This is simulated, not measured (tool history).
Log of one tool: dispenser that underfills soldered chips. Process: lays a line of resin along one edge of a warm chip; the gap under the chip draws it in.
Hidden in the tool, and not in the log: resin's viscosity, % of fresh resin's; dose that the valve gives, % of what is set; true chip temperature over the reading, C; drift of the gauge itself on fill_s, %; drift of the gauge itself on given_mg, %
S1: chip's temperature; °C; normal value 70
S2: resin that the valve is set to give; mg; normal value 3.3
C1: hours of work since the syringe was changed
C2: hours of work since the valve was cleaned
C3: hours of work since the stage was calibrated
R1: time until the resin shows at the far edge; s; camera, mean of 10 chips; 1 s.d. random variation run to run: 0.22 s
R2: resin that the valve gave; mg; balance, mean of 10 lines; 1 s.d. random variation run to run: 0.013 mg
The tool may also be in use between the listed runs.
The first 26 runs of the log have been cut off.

{"run": 27, "hour": 131.0, "S1": 70, "S2": 3.3, "C1": 4, "C2": 73, "C3": 276, "R1": 15.3, "R2": 3.17}
{"run": 28, "hour": 134.2, "S1": 75, "S2": 3.2, "C1": 6, "C2": 76, "C3": 279, "R1": 13.8, "R2": 3.09}
{"hour": 135.0, "done": "new syringe of resin"}
{"run": 29, "hour": 140.6, "S1": 70, "S2": 4.06, "C1": 4, "C2": 81, "C3": 283, "R1": 15.6, "R2": 3.9}
{"hour": 144.1, "done": "new syringe of resin"}
{"run": 30, "hour": 144.6, "S1": 66, "S2": 4.06, "C1": 0, "C2": 84, "C3": 286, "R1": 16.9, "R2": 3.86}
{"run": 31, "hour": 148.7, "S1": 66, "S2": 4.06, "C1": 4, "C2": 87, "C3": 289, "R1": 18.1, "R2": 3.88}
{"run": 32, "hour": 152.0, "S1": 71, "S2": 4.06, "C1": 6, "C2": 89, "C3": 292, "R1": 15.6, "R2": 3.88}
{"hour": 153.2, "done": "new syringe of resin"}
{"run": 33, "hour": 158.5, "S1": 71, "S2": 4.06, "C1": 4, "C2": 94, "C3": 297, "R1": 14.8, "R2": 3.87}
{"hour": 162.2, "done": "new syringe of resin"}
{"run": 34, "hour": 165.2, "S1": 71, "S2": 4.06, "C1": 2, "C2": 99, "C3": 302, "R1": 14.6, "R2": 3.84}
{"run": 35, "hour": 168.6, "S1": 81, "S2": 3.3, "C1": 5, "C2": 102, "C3": 305, "R1": 10.3, "R2": 3.13}

Alternative continuations, all from the tool just after run 35; predict every row:
{"hour": 171.0, "done": "new syringe of resin"}
{"run": "A", "hour": 173.2, "S1": 80, "S2": 3.3, "C1": 2, "C2": 105, "C3": 308, "R1": "?", "R2": "?"}
{"hour": 171.0, "done": "new syringe of resin"}
{"run": "B", "hour": 173.2, "S1": 74, "S2": 3.3, "C1": 2, "C2": 105, "C3": 308, "R1": "?", "R2": "?"}
{"hour": 171.0, "done": "new syringe of resin"}
{"run": "C", "hour": 173.2, "S1": 69, "S2": 3.65, "C1": 2, "C2": 105, "C3": 308, "R1": "?", "R2": "?"}

run=A R1=9.5 R2=3.1
run=B R1=12.6 R2=3.12
run=C R1=15.1 R2=3.44
Without the tool's hidden state the same runs would have given:
run=A R1=9.4 R2=3.28
run=B R1=12.6 R2=3.29
run=C R1=15.2 R2=3.64
